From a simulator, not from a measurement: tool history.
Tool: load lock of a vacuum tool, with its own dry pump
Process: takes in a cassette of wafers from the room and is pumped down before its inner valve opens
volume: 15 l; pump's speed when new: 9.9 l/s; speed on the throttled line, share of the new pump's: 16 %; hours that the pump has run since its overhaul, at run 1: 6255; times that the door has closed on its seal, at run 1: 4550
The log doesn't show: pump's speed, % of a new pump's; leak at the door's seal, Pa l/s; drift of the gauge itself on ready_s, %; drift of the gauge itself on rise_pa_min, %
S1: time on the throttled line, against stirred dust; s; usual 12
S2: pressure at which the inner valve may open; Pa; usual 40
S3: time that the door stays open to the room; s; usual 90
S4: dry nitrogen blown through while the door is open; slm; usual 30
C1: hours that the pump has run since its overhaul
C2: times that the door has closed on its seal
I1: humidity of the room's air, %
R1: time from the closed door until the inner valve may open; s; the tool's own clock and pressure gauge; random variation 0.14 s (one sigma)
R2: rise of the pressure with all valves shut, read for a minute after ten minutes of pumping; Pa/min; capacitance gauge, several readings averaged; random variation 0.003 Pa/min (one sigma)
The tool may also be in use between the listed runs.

| run | hour | S1 | S2 | S3 | S4 | C1 | C2 | I1 | R1 | R2 |
|---|---|---|---|---|---|---|---|---|---|---|
| 1 | 0 | 12 | 40 | 90 | 30 | 6255 | 4550 | 46.6 | 23 | 0.063 |
| 2 | 236.1 | 12 | 40 | 90 | 30 | 6491 | 4893 | 45.1 | 22.7 | 0.066 |
| 3 | 392.1 | 12 | 40 | 90 | 30 | 6647 | 5119 | 43 | 22.8 | 0.065 |
| 4 | 558.3 | 12 | 40 | 204 | 30 | 6813 | 5360 | 43.5 | 22.7 | 0.079 |
| 5 | 941.4 | 12 | 40 | 90 | 30 | 7196 | 5916 | 43.6 | 22.8 | 0.061 |
| 6 | 1126.7 | 12 | 40 | 171 | 30 | 7382 | 6185 | 46.5 | 22.8 | 0.083 |
| 7 | 1501.7 | 12 | 40 | 90 | 29 | 7757 | 6729 | 43.9 | 22.9 | 0.07 |
| 8 | 1847.4 | 12 | 40 | 35 | 29 | 8102 | 7230 | 44.5 | 22.9 | 0.058 |
| 9 | 2129.4 | 12 | 29 | 90 | 30 | 8384 | 7640 | 45 | 23.6 | 0.068 |
| 10 | 2292.9 | 12 | 29 | 90 | 30 | 8548 | 7877 | 46.6 | 23.4 | 0.072 |
| 11 | 2624.2 | 12 | 29 | 90 | 30 | 8879 | 8358 | 42.4 | 23.6 | 0.072 |
| 12 | 2840.5 | 12 | 70 | 90 | 30 | 9096 | 8671 | 46.5 | 21.9 | 0.07 |
| 13 | 3092.4 | 12 | 70 | 90 | 30 | 9347 | 9037 | 45.4 | 22.1 | 0.075 |
| 14 | 3401.2 | 12 | 70 | 90 | 6 | 9656 | 9485 | 44.7 | 22.2 | 0.112 |
| 15 | 3707.8 | 12 | 70 | 90 | 6 | 9963 | 9930 | 45.1 | 22.3 | 0.122 |
| 16 | 4094.6 | 12 | 40 | 90 | 30 | 10350 | 10491 | 47.1 | 22.9 | 0.081 |
| 17 | 4458.8 | 12 | 40 | 90 | 30 | 10714 | 11019 | 48.5 | 23.3 | 0.078 |
| 18 | 4733.4 | 12 | 40 | 90 | 30 | 10988 | 11418 | 45.9 | 23.1 | 0.083 |
| 19 | 5050.7 | 12 | 40 | 90 | 30 | 11306 | 11878 | 42.1 | 23.4 | 0.084 |
| 20 | 5288.9 | 6 | 77 | 90 | 30 | 11544 | 12223 | 44.8 | 17.2 | 0.088 |
| 21 | 5452.4 | 6 | 47 | 234 | 23 | 11707 | 12461 | 43.2 | 18.2 | 0.122 |
| 22 | 5750.3 | 9 | 47 | 63 | 23 | 12005 | 12893 | 46.5 | 20.7 | 0.087 |
| 23 | 6068.9 | 9 | 47 | 63 | 23 | 12324 | 13355 | 44.6 | 20.6 | 0.096 |
| 24 | 6457.3 | 22 | 72 | 90 | 5 | 12712 | 13919 | 45.6 | 30.4 | 0.14 |
| 25 | 6773.2 | 6 | 40 | 29 | 30 | 13028 | 14377 | 43.9 | 18.6 | 0.084 |
| 26 | 7109.5 | 22 | 72 | 149 | 35 | 13364 | 14865 | 44.8 | 30.4 | 0.1 |
| 27 | 7397.8 | 12 | 39 | 40 | 15 | 13653 | 15283 | 47.8 | 23.6 | 0.106 |
| 28 | 7768 | 12 | 40 | 77 | 38 | 14023 | 15820 | 47.3 | 23.6 | 0.096 |
| 29 | 8075.5 | 12 | 40 | 77 | 38 | 14331 | 16267 | 44 | 23.5 | 0.092 |
| 30 | 8239.5 | 12 | 40 | 77 | 38 | 14495 | 16504 | 48.5 | 23.7 | 0.102 |
| 31 | 8586.6 | 12 | 40 | 129 | 30 | 14842 | 17008 | 44.3 | 23.8 | 0.12 |
| 32 | 8963.9 | 12 | 44 | 28 | 30 | 15219 | 17555 | 44.4 | 23.7 | 0.095 |
| 33 | 9324.4 | 12 | 44 | 28 | 30 | 15579 | 18078 | 44.3 | 23.8 | 0.111 |
| 34 | 9672.5 | 12 | 44 | 28 | 30 | 15928 | 18583 | 48.5 | 23.9 | 0.1 |
| 35 | 9874.4 | 12 | 34 | 28 | 30 | 16129 | 18876 | 50.2 | 24.2 | 0.109 |
| 36 | 10164.7 | 12 | 34 | 28 | 30 | 16420 | 19298 | 42.4 | 24.4 | 0.107 |
| 37 | 10357.4 | 12 | 34 | 28 | 30 | 16612 | 19577 | 46.1 | 24.5 | 0.108 |

Some steps in R1 between neighbouring runs. How much of each would the tool show without its hidden state too (settings, what came in, random variation), and how much is left for the hidden state, with any gauge scatter that isn't in both results?
Run 23 -> 24: S1 9 -> 22, S2 47 -> 72, S3 63 -> 90, S4 23 -> 5. R1 +9.8 s: hidden state -0.4, all else +10.2.
Run 24 -> 25: S1 22 -> 6, S2 72 -> 40, S3 90 -> 29, S4 5 -> 30. R1 -11.8 s: hidden state +0.6, all else -12.4.
Run 25 -> 26: S1 6 -> 22, S2 40 -> 72, S3 29 -> 149, S4 30 -> 35. R1 +11.8 s: hidden state -0.6, all else +12.4.
Run 26 -> 27: S1 22 -> 12, S2 72 -> 39, S3 149 -> 40, S4 35 -> 15. R1 -6.8 s: hidden state +0.5, all else -7.3.
